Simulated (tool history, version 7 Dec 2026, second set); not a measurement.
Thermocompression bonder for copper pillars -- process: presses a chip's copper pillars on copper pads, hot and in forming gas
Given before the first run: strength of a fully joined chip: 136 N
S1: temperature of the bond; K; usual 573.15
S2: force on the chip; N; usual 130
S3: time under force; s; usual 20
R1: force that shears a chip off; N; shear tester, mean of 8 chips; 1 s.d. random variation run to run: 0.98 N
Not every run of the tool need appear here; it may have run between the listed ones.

run,day,S1,S2,S3,R1
1,0.000,573.15,130,20,82.8
2,0.650,573.15,130,20,82.5
3,1.342,573.15,91,20,66.3
4,1.950,573.15,91,20,65.9
5,2.571,573.15,91,20,67.0
6,3.288,573.15,130,20,83.4
7,4.067,573.15,130,20,82.4
8,4.758,573.15,130,20,81.4
9,5.438,573.15,130,20,81.5
10,5.804,573.15,130,20,82.5
11,6.608,573.15,130,20,82.9
12,7.029,573.15,130,20,79.9
13,7.812,591.15,130,20,92.8
14,8.229,583.15,80,20,66.5
15,8.788,583.15,80,20,64.1
16,9.250,579.15,110,29,85.2
17,10.033,576.15,86,40,78.6
# day 10.392: forming gas filter changed
18,10.512,576.15,86,19,64.8
19,11.312,560.15,81,54,78.0
20,11.967,591.15,130,20,95.5
21,12.608,591.15,130,20,95.4
22,13.133,573.15,148,48,110.6
23,13.683,588.15,101,36,97.7
24,14.392,588.15,101,36,97.5

Consider 5 possible next runs. They are alternatives, not a sequence: every one starts from the tool as it was left by run 24. What does each give?
A,15.196,579.15,123,13,?
B,15.196,582.15,136,17,?
C,15.196,588.15,180,36,?
D,15.196,592.15,130,20,?
E,15.196,588.15,101,14,?

run,R1
A,74.4
B,86.8
C,119.0
D,96.2
E,73.2
What these runs would have given with no unlogged condition in the tool:
run,R1
A,75.8
B,88.4
C,120.8
D,97.8
E,74.6
